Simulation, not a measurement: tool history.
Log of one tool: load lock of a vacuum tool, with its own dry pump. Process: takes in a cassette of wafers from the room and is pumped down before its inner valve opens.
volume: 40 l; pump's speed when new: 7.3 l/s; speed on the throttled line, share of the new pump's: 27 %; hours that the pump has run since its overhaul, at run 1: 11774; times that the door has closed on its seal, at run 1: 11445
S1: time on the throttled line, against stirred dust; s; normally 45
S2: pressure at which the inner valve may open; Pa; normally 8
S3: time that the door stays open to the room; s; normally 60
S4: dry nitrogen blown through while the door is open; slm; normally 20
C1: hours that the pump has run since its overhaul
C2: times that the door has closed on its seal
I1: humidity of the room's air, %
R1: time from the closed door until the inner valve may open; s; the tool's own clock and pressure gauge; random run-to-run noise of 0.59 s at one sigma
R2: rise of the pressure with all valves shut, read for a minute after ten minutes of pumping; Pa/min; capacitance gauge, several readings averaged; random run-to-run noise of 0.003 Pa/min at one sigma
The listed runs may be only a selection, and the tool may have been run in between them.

run	hour	S1	S2	S3	S4	C1	C2	I1	R1	R2
1	0.0	45	8	60	20	11774	11445	44.7	89.1	0.065
2	143.9	45	8	60	20	11918	12003	43.0	90.4	0.064
3	291.9	45	8	60	20	12066	12576	47.4	88.8	0.073
4	487.8	45	8	60	20	12261	13336	45.7	90.5	0.067
5	695.3	45	8	60	20	12469	14140	45.0	89.5	0.072
6	900.9	45	8	60	20	12675	14937	44.7	90.2	0.069
7	1210.6	45	8	60	20	12984	16137	44.6	90.2	0.074
8	1525.5	45	8	60	20	13299	17358	45.5	91.6	0.080
9	1685.8	45	8	60	20	13459	17979	43.9	90.3	0.082
10	2034.7	45	8	60	20	13808	19332	45.1	91.8	0.082
11	2378.4	45	8	60	20	14152	20664	51.0	91.8	0.101
12	2557.6	45	8	60	20	14331	21358	45.5	90.4	0.096
13	2814.3	45	8	60	20	14588	22353	48.5	90.3	0.106
14	3144.0	45	8	60	7	14918	23631	49.4	91.4	0.118
15	3480.2	61	8	60	12	15254	24934	47.2	103.6	0.122
16	3665.2	61	8	60	12	15439	25652	47.7	102.4	0.119
17	3947.6	29	8	53	12	15721	26746	43.1	80.5	0.121
18	4123.0	41	6	53	9	15897	27426	43.7	90.5	0.125
19	4387.6	35	8	80	13	16161	28452	44.1	85.1	0.131
20	4583.3	78	8	52	20	16357	29210	45.6	114.5	0.123
21	4762.4	34	8	26	18	16536	29905	48.4	84.2	0.120
22	5039.6	33	8	176	20	16813	30979	45.3	83.9	0.161
23	5231.0	70	11	111	12	17005	31721	45.1	107.9	0.152
24	5413.2	33	8	216	20	17187	32427	44.0	84.1	0.168
25	5627.8	84	15	90	44	17401	33259	43.8	113.8	0.137
26	5797.0	52	14	90	26	17571	33915	44.2	93.0	0.151
27	6059.2	38	7	202	37	17833	34931	46.8	87.9	0.164
28	6392.9	45	8	117	20	18167	36225	42.0	92.4	0.172

4 options for the next run, each taken on its own from the tool as it stands now. Forecast them:
A	6673.8	47	8	117	20	18447	37313	44.4	?	?
B	6673.8	23	11	117	20	18447	37313	48.6	?	?
C	6673.8	35	8	56	20	18447	37313	46.8	?	?
D	6673.8	41	8	45	10	18447	37313	43.6	?	?

run	R1	R2
A	93.8	0.173
B	75.4	0.174
C	85.0	0.169
D	90.2	0.162
With the hidden condition removed and each run's random variation left untouched, the same runs would have given:
run	R1	R2
A	86.2	0.048
B	66.9	0.050
C	76.9	0.043
D	82.2	0.038
